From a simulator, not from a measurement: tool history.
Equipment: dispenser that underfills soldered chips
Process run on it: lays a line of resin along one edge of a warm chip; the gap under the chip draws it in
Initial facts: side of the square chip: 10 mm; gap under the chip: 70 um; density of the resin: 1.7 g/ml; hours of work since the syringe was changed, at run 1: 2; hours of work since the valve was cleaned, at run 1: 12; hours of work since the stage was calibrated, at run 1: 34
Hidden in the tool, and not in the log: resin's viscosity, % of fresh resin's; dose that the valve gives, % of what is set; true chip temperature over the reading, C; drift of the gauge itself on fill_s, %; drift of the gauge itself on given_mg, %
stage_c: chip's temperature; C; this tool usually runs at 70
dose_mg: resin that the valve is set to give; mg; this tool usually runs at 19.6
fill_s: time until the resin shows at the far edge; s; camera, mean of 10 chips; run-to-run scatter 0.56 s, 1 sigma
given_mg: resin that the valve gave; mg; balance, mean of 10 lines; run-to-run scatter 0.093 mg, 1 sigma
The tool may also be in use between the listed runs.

run  hour  stage_c  dose_mg  hours of work since the syringe was changed  hours of work since the valve was cleaned  hours of work since the stage was calibrated  fill_s  given_mg
  1     0       70     19.6                                            2                                         12                                            34    51.1     19.41
  2   3.8       70     21.1                                            5                                         15                                            37    55.5     20.73
  3   8.5       72     21.1                                            8                                         18                                            40      56     21.06
     11.2  -- new syringe of resin
  4  13.1       72     21.1                                            1                                         21                                            43    44.8     20.77
  5  16.9       72       23                                            4                                         24                                            46    48.7     22.57
  6  19.5       72       23                                            6                                         26                                            48    52.7     22.61
  7  23.6       70     20.4                                            9                                         29                                            51    63.7     19.85
     25.4  -- new syringe of resin
  8  27.6       70     20.4                                            2                                         32                                            54    49.8      19.9
  9  30.3       70     19.6                                            4                                         34                                            56    53.9     19.02
 10  33.5       70     19.6                                            6                                         36                                            58    58.6     19.08
 11  37.9       70     17.5                                            9                                         39                                            61    66.8     17.15
     39.3  -- new syringe of resin
 12  42.6       70     17.5                                            2                                         43                                            65    53.2        17
 13  44.6       70     17.5                                            4                                         44                                            66    54.6        17
 14  46.9       80       19                                            6                                         46                                            68    35.5      18.5
 15  49.4       62     18.6                                            7                                         47                                            70    89.5     17.97
 16  51.6       62     18.6                                            9                                         49                                            71    93.2     17.91
     53.4  -- new syringe of resin
 17    54       84     22.1                                            0                                         51                                            73    25.7     21.24
 18  58.6       69     24.7                                            4                                         54                                            76    57.4     23.57
 19  61.4       80     24.7                                            6                                         56                                            78      37     23.68
 20  65.7       67     21.8                                            9                                         59                                            81    75.2     20.88

Forecast each of these 4 alternatives for the next run:
     67.3  -- new syringe of resin
  A    69       72     21.6                                            1                                         61                                            83       ?         ?
     67.3  -- new syringe of resin
  B    69       64     23.7                                            1                                         61                                            83       ?         ?
     67.3  -- new syringe of resin
  C    69       69     17.1                                            1                                         61                                            83       ?         ?
     67.3  -- new syringe of resin
  D    69       68     21.8                                            1                                         61                                            83       ?         ?

run  fill_s  given_mg
  A    46.8     20.54
  B    67.9     22.74
  C    55.5      16.4
  D    55.8     20.84
Without the tool's unlogged condition, the same runs would have read:
run  fill_s  given_mg
  A      43     21.49
  B    62.4     23.78
  C    50.6     17.16
  D    51.2      21.8
